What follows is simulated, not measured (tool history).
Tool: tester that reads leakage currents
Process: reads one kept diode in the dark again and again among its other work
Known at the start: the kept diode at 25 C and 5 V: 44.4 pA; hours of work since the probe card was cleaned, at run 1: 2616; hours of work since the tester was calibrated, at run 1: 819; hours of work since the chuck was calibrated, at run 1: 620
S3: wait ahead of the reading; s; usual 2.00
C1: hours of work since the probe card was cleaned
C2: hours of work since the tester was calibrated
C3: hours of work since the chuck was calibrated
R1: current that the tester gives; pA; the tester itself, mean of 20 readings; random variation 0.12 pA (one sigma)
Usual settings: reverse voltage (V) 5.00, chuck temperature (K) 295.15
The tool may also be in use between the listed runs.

run 1 day=0.000 | reverse_voltage_(V)=5.00 chuck_temperature_(K)=295.15 S3=2.00 | C1=2616 C2=819 C3=620 | R1=42.46
run 2 day=1.038 | reverse_voltage_(V)=5.00 chuck_temperature_(K)=295.15 S3=2.00 | C1=2633 C2=836 C3=638 | R1=42.46
run 3 day=1.888 | reverse_voltage_(V)=5.00 chuck_temperature_(K)=295.15 S3=2.00 | C1=2648 C2=850 C3=652 | R1=42.29
run 4 day=3.075 | reverse_voltage_(V)=5.00 chuck_temperature_(K)=295.15 S3=2.00 | C1=2668 C2=870 C3=672 | R1=42.31
run 5 day=4.050 | reverse_voltage_(V)=5.00 chuck_temperature_(K)=295.15 S3=5.78 | C1=2684 C2=887 C3=688 | R1=42.16
-- day=4.258 chuck's temperature calibrated
run 6 day=5.192 | reverse_voltage_(V)=1.96 chuck_temperature_(K)=314.15 S3=2.00 | C1=2702 C2=904 C3=16 | R1=77.52
run 7 day=6.688 | reverse_voltage_(V)=19.51 chuck_temperature_(K)=312.15 S3=1.42 | C1=2727 C2=930 C3=41 | R1=288.20
run 8 day=8.254 | reverse_voltage_(V)=7.37 chuck_temperature_(K)=303.15 S3=1.42 | C1=2753 C2=956 C3=67 | R1=88.42
run 9 day=9.358 | reverse_voltage_(V)=7.37 chuck_temperature_(K)=303.15 S3=1.42 | C1=2772 C2=974 C3=86 | R1=88.29
run 10 day=10.667 | reverse_voltage_(V)=7.37 chuck_temperature_(K)=303.15 S3=1.42 | C1=2794 C2=996 C3=107 | R1=88.32

Measured less the same run without the tool's hidden state. The same run-to-run variation is in both; the gauge's scatter may not be:
The hidden state here: stray current of the dirty probe card, pA a volt; current scale over the true one, %; true chuck temperature over the reading, C; drift of the gauge itself on leakage_pa, %.
run=1 R1=+6.63
run=2 R1=+6.62
run=3 R1=+6.61
run=4 R1=+6.62
run=5 R1=+6.64
run=6 R1=-2.67
run=7 R1=+13.94
run=8 R1=+6.63
run=9 R1=+6.59
run=10 R1=+6.53
